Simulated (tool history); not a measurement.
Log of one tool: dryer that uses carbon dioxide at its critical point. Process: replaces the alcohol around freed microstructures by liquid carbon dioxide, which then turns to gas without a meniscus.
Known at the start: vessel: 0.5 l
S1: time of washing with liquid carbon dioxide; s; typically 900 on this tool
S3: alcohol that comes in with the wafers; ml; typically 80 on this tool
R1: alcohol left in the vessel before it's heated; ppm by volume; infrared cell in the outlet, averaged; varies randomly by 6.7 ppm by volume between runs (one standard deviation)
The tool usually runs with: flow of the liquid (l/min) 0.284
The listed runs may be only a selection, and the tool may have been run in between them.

run 1 hour=0.0 | S1=900 flow_of_the_liquid_(l/min)=0.284 S3=80 | R1=558
run 2 hour=23.7 | S1=900 flow_of_the_liquid_(l/min)=0.284 S3=80 | R1=561
run 3 hour=63.6 | S1=900 flow_of_the_liquid_(l/min)=0.284 S3=80 | R1=379
run 4 hour=86.1 | S1=900 flow_of_the_liquid_(l/min)=0.198 S3=80 | R1=2069
run 5 hour=109.0 | S1=900 flow_of_the_liquid_(l/min)=0.198 S3=80 | R1=2138
run 6 hour=127.5 | S1=900 flow_of_the_liquid_(l/min)=0.284 S3=80 | R1=408
run 7 hour=150.9 | S1=900 flow_of_the_liquid_(l/min)=0.284 S3=80 | R1=422
run 8 hour=173.7 | S1=900 flow_of_the_liquid_(l/min)=0.284 S3=80 | R1=430
run 9 hour=201.5 | S1=900 flow_of_the_liquid_(l/min)=0.284 S3=80 | R1=426
run 10 hour=237.1 | S1=900 flow_of_the_liquid_(l/min)=0.187 S3=80 | R1=2826
run 11 hour=260.9 | S1=900 flow_of_the_liquid_(l/min)=0.284 S3=72 | R1=411
run 12 hour=290.6 | S1=900 flow_of_the_liquid_(l/min)=0.284 S3=29 | R1=241
run 13 hour=326.7 | S1=900 flow_of_the_liquid_(l/min)=0.284 S3=29 | R1=242
run 14 hour=347.5 | S1=900 flow_of_the_liquid_(l/min)=0.284 S3=29 | R1=245
run 15 hour=369.2 | S1=900 flow_of_the_liquid_(l/min)=0.284 S3=29 | R1=258
run 16 hour=388.3 | S1=900 flow_of_the_liquid_(l/min)=0.284 S3=80 | R1=507
run 17 hour=412.0 | S1=900 flow_of_the_liquid_(l/min)=0.284 S3=80 | R1=533
run 18 hour=446.3 | S1=720 flow_of_the_liquid_(l/min)=0.284 S3=80 | R1=1498
run 19 hour=472.4 | S1=900 flow_of_the_liquid_(l/min)=0.284 S3=80 | R1=565
run 20 hour=497.7 | S1=900 flow_of_the_liquid_(l/min)=0.284 S3=80 | R1=565
run 21 hour=528.0 | S1=960 flow_of_the_liquid_(l/min)=0.284 S3=80 | R1=422
run 22 hour=564.0 | S1=1020 flow_of_the_liquid_(l/min)=0.444 S3=35 | R1=119
run 23 hour=592.1 | S1=840 flow_of_the_liquid_(l/min)=0.375 S3=93 | R1=206
run 24 hour=617.1 | S1=900 flow_of_the_liquid_(l/min)=0.270 S3=45 | R1=367
run 25 hour=641.0 | S1=900 flow_of_the_liquid_(l/min)=0.204 S3=35 | R1=950
run 26 hour=667.0 | S1=1380 flow_of_the_liquid_(l/min)=0.284 S3=80 | R1=133
run 27 hour=691.6 | S1=1380 flow_of_the_liquid_(l/min)=0.284 S3=80 | R1=139
run 28 hour=729.1 | S1=600 flow_of_the_liquid_(l/min)=0.293 S3=80 | R1=2482
run 29 hour=761.7 | S1=600 flow_of_the_liquid_(l/min)=0.264 S3=25 | R1=1314
run 30 hour=788.7 | S1=600 flow_of_the_liquid_(l/min)=0.264 S3=25 | R1=1322
run 31 hour=831.1 | S1=660 flow_of_the_liquid_(l/min)=0.199 S3=70 | R1=6549
run 32 hour=850.6 | S1=900 flow_of_the_liquid_(l/min)=0.375 S3=24 | R1=160
run 33 hour=871.8 | S1=900 flow_of_the_liquid_(l/min)=0.375 S3=24 | R1=158
run 34 hour=916.3 | S1=900 flow_of_the_liquid_(l/min)=0.301 S3=105 | R1=525
run 35 hour=938.3 | S1=900 flow_of_the_liquid_(l/min)=0.354 S3=24 | R1=165
run 36 hour=961.1 | S1=780 flow_of_the_liquid_(l/min)=0.174 S3=24 | R1=2175
run 37 hour=991.6 | S1=780 flow_of_the_liquid_(l/min)=0.174 S3=24 | R1=2285
run 38 hour=1012.7 | S1=660 flow_of_the_liquid_(l/min)=0.174 S3=28 | R1=4197
run 39 hour=1040.1 | S1=660 flow_of_the_liquid_(l/min)=0.174 S3=28 | R1=4373
run 40 hour=1081.1 | S1=900 flow_of_the_liquid_(l/min)=0.284 S3=116 | R1=583
run 41 hour=1115.4 | S1=900 flow_of_the_liquid_(l/min)=0.284 S3=116 | R1=583

Taken out of this log: 3 entries between the listed runs. Where each belongs, and how the hidden state differs across it:
Logged between run 2 and run 3: inlet filter changed (hour 62.3)
  flow that reaches the vessel past the clogged filter, %: 92.4 -> 100; alcohol in the recycled carbon dioxide, ppm: 91.8 -> 93.9
  measured result minus the result with no hidden state, R1: +267 -> +90 ppm by volume
Logged between run 21 and run 22: inlet filter changed (hour 563.3)
  flow that reaches the vessel past the clogged filter, %: 92.6 -> 99.8; alcohol in the recycled carbon dioxide, ppm: 119.4 -> 121.5
  measured result minus the result with no hidden state, R1: +235 -> +115 ppm by volume
Logged between run 39 and run 40: inlet filter changed (hour 1062.0)
  flow that reaches the vessel past the clogged filter, %: 92.4 -> 99.7; alcohol in the recycled carbon dioxide, ppm: 147.3 -> 149.5
  measured result minus the result with no hidden state, R1: +961 -> +155 ppm by volume
